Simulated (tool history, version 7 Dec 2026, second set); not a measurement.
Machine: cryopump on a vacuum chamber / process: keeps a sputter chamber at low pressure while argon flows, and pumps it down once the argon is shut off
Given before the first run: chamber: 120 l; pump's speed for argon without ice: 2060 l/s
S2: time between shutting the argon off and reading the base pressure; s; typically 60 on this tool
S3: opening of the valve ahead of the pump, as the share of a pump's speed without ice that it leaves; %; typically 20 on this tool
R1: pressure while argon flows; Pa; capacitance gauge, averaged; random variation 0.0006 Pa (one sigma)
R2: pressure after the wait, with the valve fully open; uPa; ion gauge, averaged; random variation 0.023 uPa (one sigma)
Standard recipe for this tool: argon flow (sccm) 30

{"run": 1, "hour": 0.0, "argon flow (sccm)": 30, "S2": 60, "S3": 20, "R1": 0.1296, "R2": 1.79}
{"run": 2, "hour": 84.1, "argon flow (sccm)": 30, "S2": 60, "S3": 20, "R1": 0.1301, "R2": 1.85}
{"run": 3, "hour": 174.4, "argon flow (sccm)": 22, "S2": 60, "S3": 20, "R1": 0.0967, "R2": 1.95}
{"hour": 194.7, "done": "pump warmed up, emptied and cooled again"}
{"run": 4, "hour": 230.2, "argon flow (sccm)": 22, "S2": 60, "S3": 20, "R1": 0.0907, "R2": 1.63}
{"run": 5, "hour": 299.5, "argon flow (sccm)": 22, "S2": 60, "S3": 20, "R1": 0.0912, "R2": 1.68}
{"run": 6, "hour": 341.7, "argon flow (sccm)": 22, "S2": 60, "S3": 20, "R1": 0.0905, "R2": 1.68}
{"run": 7, "hour": 400.5, "argon flow (sccm)": 30, "S2": 97, "S3": 20, "R1": 0.1245, "R2": 1.46}
{"run": 8, "hour": 463.4, "argon flow (sccm)": 30, "S2": 97, "S3": 20, "R1": 0.1241, "R2": 1.46}
{"run": 9, "hour": 542.1, "argon flow (sccm)": 30, "S2": 192, "S3": 20, "R1": 0.1258, "R2": 1.28}
{"run": 10, "hour": 630.0, "argon flow (sccm)": 30, "S2": 192, "S3": 20, "R1": 0.1262, "R2": 1.38}
{"run": 11, "hour": 724.5, "argon flow (sccm)": 30, "S2": 192, "S3": 20, "R1": 0.1273, "R2": 1.44}
{"run": 12, "hour": 771.0, "argon flow (sccm)": 30, "S2": 192, "S3": 20, "R1": 0.1267, "R2": 1.42}
{"run": 13, "hour": 849.5, "argon flow (sccm)": 30, "S2": 192, "S3": 20, "R1": 0.1276, "R2": 1.45}
{"run": 14, "hour": 895.9, "argon flow (sccm)": 30, "S2": 23, "S3": 20, "R1": 0.128, "R2": 2.89}

Forecast run 15:
{"run": 15, "hour": 969.8, "argon flow (sccm)": 30, "S2": 23, "S3": 20, "R1": "?", "R2": "?"}

R1: 0.1291 Pa
R2: 3.01 uPa
If the tool had no hidden condition, the same run with the same run-to-run variation would have returned R1 0.1237 Pa, R2 1.85 uPa.
